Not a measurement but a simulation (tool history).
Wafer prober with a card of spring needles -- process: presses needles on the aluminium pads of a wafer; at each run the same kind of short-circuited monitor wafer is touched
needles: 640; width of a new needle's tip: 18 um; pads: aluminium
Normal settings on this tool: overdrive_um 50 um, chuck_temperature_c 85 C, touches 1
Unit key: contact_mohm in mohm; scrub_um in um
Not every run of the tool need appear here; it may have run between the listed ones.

Run 1, day 0.000: usual settings. Result: contact_mohm 211 mohm, scrub_um 8.82 um.
Run 2, day 0.342: usual settings. Result: contact_mohm 351 mohm, scrub_um 8.82 um.
Run 3, day 0.579: usual settings. Result: contact_mohm 394 mohm, scrub_um 8.86 um.
At day 0.804: tips cleaned on abrasive film.
Run 4, day 0.846: usual settings but chuck_temperature_c 90 C. Result: contact_mohm 238 mohm, scrub_um 8.81 um.
Run 5, day 1.200: usual settings but chuck_temperature_c 90 C. Result: contact_mohm 360 mohm, scrub_um 8.83 um.
At day 1.238: height of the first contact set anew.
At day 1.612: tips cleaned on abrasive film.
Run 6, day 1.612: usual settings but chuck_temperature_c 90 C. Result: contact_mohm 209 mohm, scrub_um 8.77 um.
Run 7, day 1.975: usual settings. Result: contact_mohm 359 mohm, scrub_um 8.76 um.
Run 8, day 2.325: usual settings but overdrive_um 37 um, chuck_temperature_c 84 C, touches 2. Result: contact_mohm 434 mohm, scrub_um 6.44 um.
At day 2.421: tips cleaned on abrasive film.
Run 9, day 2.554: usual settings but overdrive_um 31 um. Result: contact_mohm 411 mohm, scrub_um 5.34 um.
Run 10, day 2.904: usual settings but overdrive_um 31 um, chuck_temperature_c 66 C. Result: contact_mohm 699 mohm, scrub_um 5.35 um.
At day 3.142: height of the first contact set anew, once more.
At day 3.233: tips cleaned on abrasive film.
Run 11, day 3.233: usual settings but overdrive_um 63 um. Result: contact_mohm 196 mohm, scrub_um 11.23 um.
Run 12, day 3.617: usual settings but overdrive_um 55 um, chuck_temperature_c 42 C. Result: contact_mohm 328 mohm, scrub_um 9.80 um.
At day 4.025: tips cleaned on abrasive film.
Run 13, day 4.038: usual settings but overdrive_um 55 um, chuck_temperature_c 42 C. Result: contact_mohm 202 mohm, scrub_um 9.78 um.
Run 14, day 4.312: usual settings but overdrive_um 52 um, chuck_temperature_c 53 C. Result: contact_mohm 321 mohm, scrub_um 9.23 um.

4 options for the next run, each taken on its own from the tool as it stands now. Forecast them:
Run A, day 4.483: usual settings but overdrive_um 33 um, chuck_temperature_c 53 C. Result: contact_mohm ?, scrub_um ?.
Run B, day 4.483: usual settings but overdrive_um 61 um. Result: contact_mohm ?, scrub_um ?.
Run C, day 4.483: usual settings but overdrive_um 52 um, chuck_temperature_c 29 C. Result: contact_mohm ?, scrub_um ?.
Run D, day 4.483: usual settings but chuck_temperature_c 80 C. Result: contact_mohm ?, scrub_um ?.

run  contact_mohm  scrub_um
  A           621      5.86
  B           318     10.83
  C           368      9.24
  D           371      8.89
Had the tool no hidden state, the same runs would have come out as:
run  contact_mohm  scrub_um
  A           190      5.90
  B           187     10.87
  C           177      9.28
  D           185      8.92

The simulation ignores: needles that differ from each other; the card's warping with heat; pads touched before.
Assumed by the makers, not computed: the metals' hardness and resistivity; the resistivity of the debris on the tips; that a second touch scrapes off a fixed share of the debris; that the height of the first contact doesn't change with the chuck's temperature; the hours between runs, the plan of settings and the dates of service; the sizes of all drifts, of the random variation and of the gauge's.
